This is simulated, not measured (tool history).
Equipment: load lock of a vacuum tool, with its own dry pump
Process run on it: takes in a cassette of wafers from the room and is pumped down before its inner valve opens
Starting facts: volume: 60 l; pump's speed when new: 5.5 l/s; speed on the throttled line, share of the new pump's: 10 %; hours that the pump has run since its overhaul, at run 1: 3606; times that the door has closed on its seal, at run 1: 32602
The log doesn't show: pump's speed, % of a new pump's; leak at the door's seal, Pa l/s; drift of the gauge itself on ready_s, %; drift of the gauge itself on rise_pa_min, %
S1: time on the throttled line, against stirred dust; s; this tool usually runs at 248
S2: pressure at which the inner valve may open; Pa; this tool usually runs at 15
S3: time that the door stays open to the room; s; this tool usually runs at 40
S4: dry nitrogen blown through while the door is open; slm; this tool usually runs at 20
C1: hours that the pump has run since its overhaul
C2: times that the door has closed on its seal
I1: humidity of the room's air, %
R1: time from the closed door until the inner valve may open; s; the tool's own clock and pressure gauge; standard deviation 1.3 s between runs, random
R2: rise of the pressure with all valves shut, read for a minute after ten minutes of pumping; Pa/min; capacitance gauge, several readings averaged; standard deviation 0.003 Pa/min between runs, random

run,hour,S1,S2,S3,S4,C1,C2,I1,R1,R2
1,0.0,248,15,40,20,3606,32602,42.6,321.6,0.308
2,154.3,248,15,40,20,3760,33290,47.2,322.3,0.317
3,340.5,248,11,40,20,3946,34119,42.9,322.5,0.321
4,428.8,248,11,40,20,4034,34513,42.7,324.6,0.332
5,570.2,248,11,40,20,4176,35143,45.4,326.1,0.339
6,744.4,248,11,40,20,4350,35919,43.6,326.0,0.353
7,833.3,248,13,40,20,4439,36316,48.6,326.6,0.354
# hour 891.1: door's seal changed, seat wiped
8,914.7,248,15,40,20,4519,105,47.2,325.4,0.018
9,1059.9,276,15,40,20,4664,752,43.7,348.7,0.015
10,1179.1,276,15,40,20,4783,1283,45.4,347.4,0.025
11,1293.8,276,15,40,20,4898,1794,43.5,348.2,0.018
12,1489.9,276,15,40,20,5094,2668,46.7,346.9,0.024
13,1589.3,276,30,40,20,5193,3111,46.1,338.8,0.024
14,1701.1,248,14,40,20,5305,3610,48.5,324.7,0.025
15,1780.5,248,14,40,20,5385,3964,44.2,322.7,0.029
16,1968.9,248,14,40,20,5573,4803,46.3,323.9,0.037
17,2135.9,248,15,40,20,5740,5548,43.7,323.0,0.034
18,2278.0,248,15,40,20,5882,6181,46.0,322.2,0.039
19,2462.6,248,15,40,20,6067,7004,44.6,326.2,0.041
20,2617.3,248,15,48,20,6222,7693,45.3,323.9,0.052
21,2701.8,126,13,58,4,6306,8070,45.1,218.3,0.078
22,2885.2,136,11,218,20,6489,8887,47.0,227.0,0.089
23,2967.7,449,15,40,31,6572,9255,45.0,504.4,0.050
24,3074.6,449,15,40,31,6679,9731,45.0,503.5,0.049
25,3167.8,248,15,42,20,6772,10147,47.1,323.7,0.062
26,3283.2,248,15,42,39,6887,10661,43.1,324.3,0.056
27,3445.5,248,14,110,15,7050,11384,43.9,326.6,0.092
28,3565.9,248,15,107,4,7170,11921,46.9,324.4,0.132
29,3739.1,248,15,107,4,7343,12693,47.3,323.6,0.131
30,3932.0,319,15,175,10,7536,13553,45.0,388.8,0.139
31,4078.7,248,13,40,28,7683,14207,43.1,327.1,0.074
32,4196.7,330,15,154,20,7801,14733,42.7,397.7,0.117
33,4353.0,248,23,55,45,7957,15429,43.7,321.2,0.089
34,4462.7,248,15,143,45,8067,15918,42.6,327.4,0.103
35,4626.8,300,15,40,16,8231,16650,43.3,369.6,0.103
36,4775.3,265,24,41,25,8379,17311,47.0,338.1,0.105

Below are 3 alternative next runs, each starting from the tool's condition after run 36. Predict each:
A,4949.8,248,15,139,20,8554,18089,45.3,?,?
B,4949.8,265,24,41,10,8554,18089,41.6,?,?
C,4949.8,231,24,198,11,8554,18089,47.3,?,?

run,R1,R2
A,326.3,0.140
B,335.6,0.127
C,306.5,0.176
Stripped of hidden state, with their random variation kept, the same runs would have yielded:
run,R1,R2
A,318.6,0.040
B,328.9,0.027
C,299.2,0.077
